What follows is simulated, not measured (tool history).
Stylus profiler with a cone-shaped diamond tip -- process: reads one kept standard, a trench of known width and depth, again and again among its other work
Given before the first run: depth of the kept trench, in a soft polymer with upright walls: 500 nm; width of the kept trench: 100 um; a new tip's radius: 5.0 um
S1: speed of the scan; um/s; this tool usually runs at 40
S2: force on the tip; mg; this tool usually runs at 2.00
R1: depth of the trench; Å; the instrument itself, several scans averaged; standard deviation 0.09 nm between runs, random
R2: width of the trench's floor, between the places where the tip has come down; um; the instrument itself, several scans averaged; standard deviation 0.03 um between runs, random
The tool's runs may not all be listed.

run    hour   S1    S2      R1     R2
  1     0.0   40  2.00  5041.8  94.81
  2    27.9   40  2.00  5042.0  94.85
  3    50.8   40  2.00  5042.4  94.83
  4    74.8   40  2.00  5044.0  94.72
  5    90.8   40  2.00  5043.4  94.78
  6   114.2   40  2.00  5043.4  94.76
  7   148.4   40  2.00  5043.8  94.71
  8   180.1   40  0.69  5023.0  94.72
  9   199.5   40  0.69  5024.6  94.66
 10   215.5   40  0.69  5023.1  94.65
 11   236.4   40  0.69  5023.4  94.59
 12   256.2   40  3.64  5062.0  94.70
 13   284.3   40  3.64  5064.6  94.69
 14   308.6   40  3.64  5064.2  94.74
 15   342.5   29  2.00  5043.5  94.69
 16   357.8   29  2.00  5045.2  94.63
 17   372.6   29  2.00  5045.1  94.66
 18   393.1   29  2.00  5044.4  94.60
 19   424.0   29  2.00  5043.0  94.63
 20   442.9   40  2.00  5045.5  94.57
 21   460.8   40  2.00  5045.2  94.59
 22   480.7   21  2.00  5045.8  94.58
 23   496.3   21  2.00  5044.6  94.53
 24   519.3   16  2.00  5045.8  94.61
 25   550.0   16  2.24  5049.6  94.54
 26   571.7   43  1.95  5045.7  94.47
 27   593.6   41  0.67  5024.5  94.43
 28   619.4   41  1.14  5033.2  94.47
 29   651.2   44  2.94  5058.2  94.48
 30   676.5   44  2.94  5057.2  94.47
 31   696.3  127  2.00  5046.3  94.17
 32   714.9   18  2.60  5053.4  94.49
 33   740.5   47  5.88  5088.3  94.44
      743.2  -- height scale calibrated on a step standard
 34   762.5   84  5.53  5088.0  94.39
 35   796.1   11  5.08  5083.1  94.47
 36   821.1   47  4.94  5081.6  94.41
 37   838.7   47  4.94  5081.4  94.37
 38   866.0   80  4.94  5082.3  94.30
      871.0  -- height scale calibrated on a step standard, once more
 39   885.8   24  4.01  5061.9  94.39
 40   914.5   74  4.81  5072.4  94.29
 41   934.6   23  3.87  5061.8  94.26
 42   964.6   23  3.87  5061.1  94.30
 43   996.2   28  0.69  5018.8  94.22
 44  1020.2   46  4.87  5071.3  94.27
 45  1042.3   51  2.82  5051.5  94.23
 46  1067.7   18  2.82  5049.3  94.27
 47  1087.5  152  1.60  5036.0  93.86

Predict each of these 3 candidate next runs independently; none follows another, all start after run 47:
  A  1114.7  53  1.90   ?   ?
  B  1114.7  14  0.97   ?   ?
  C  1114.7  10  0.89   ?   ?

run      R1     R2
  A  5039.6  94.18
  B  5024.7  94.26
  C  5025.5  94.23
Without the tool's hidden state the same runs would have given:
run      R1     R2
  A  5038.0  95.55
  B  5023.1  95.63
  C  5023.9  95.60

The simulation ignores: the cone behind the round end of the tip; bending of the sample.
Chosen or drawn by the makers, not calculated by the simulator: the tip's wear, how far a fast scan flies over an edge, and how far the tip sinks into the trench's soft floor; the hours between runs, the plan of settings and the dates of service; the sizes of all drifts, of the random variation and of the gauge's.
